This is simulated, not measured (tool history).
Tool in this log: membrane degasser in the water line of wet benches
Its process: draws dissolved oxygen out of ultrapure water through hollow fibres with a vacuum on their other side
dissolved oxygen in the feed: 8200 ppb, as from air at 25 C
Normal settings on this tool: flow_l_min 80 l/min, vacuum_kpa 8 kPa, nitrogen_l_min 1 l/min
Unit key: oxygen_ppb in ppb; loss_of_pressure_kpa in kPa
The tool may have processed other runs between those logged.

run	hour	flow_l_min	vacuum_kpa	nitrogen_l_min	oxygen_ppb	loss_of_pressure_kpa
1	0	80	8	1	685.4	58.92
2	38.1	96	8	1	781.5	70.66
3	81.8	96	8	1	782.9	70.41
4	136	96	8	1	771.7	70.53
5	184.7	80	8	0.84	754.7	58.47
6	230.8	80	8	1	675.3	58.37
7	278.5	80	8	1	685.4	58.78
8	338.1	80	8	1	672.8	58.82
9	390.9	80	8	1	690.1	58.69
10	431.9	80	8	1	688.9	58.48
11	484	80	8	1	685.7	58.66
12	520.3	80	8	1	685.6	58.48
13	567.4	80	8	1	689	58.7
14	624.8	80	8	1	680.6	58.38
15	658.8	80	8	1.05	675.1	58.33
16	701	80	8	1.05	667.9	58.64
17	758.2	61	8	1	554	44.5
18	802.4	80	15.03	1	1452.2	58.32

Run 19, settings as shown, results not yet in. Your forecast:
19	864.5	126	9.33	1	?	?

{"run 19": {"oxygen_ppb": 1144, "loss_of_pressure_kpa": 91.62}}
Take away the tool's hidden state, keep the run-to-run variation as it was, and the same run would have given oxygen_ppb 1143.2 ppb, loss_of_pressure_kpa 92.69 kPa.

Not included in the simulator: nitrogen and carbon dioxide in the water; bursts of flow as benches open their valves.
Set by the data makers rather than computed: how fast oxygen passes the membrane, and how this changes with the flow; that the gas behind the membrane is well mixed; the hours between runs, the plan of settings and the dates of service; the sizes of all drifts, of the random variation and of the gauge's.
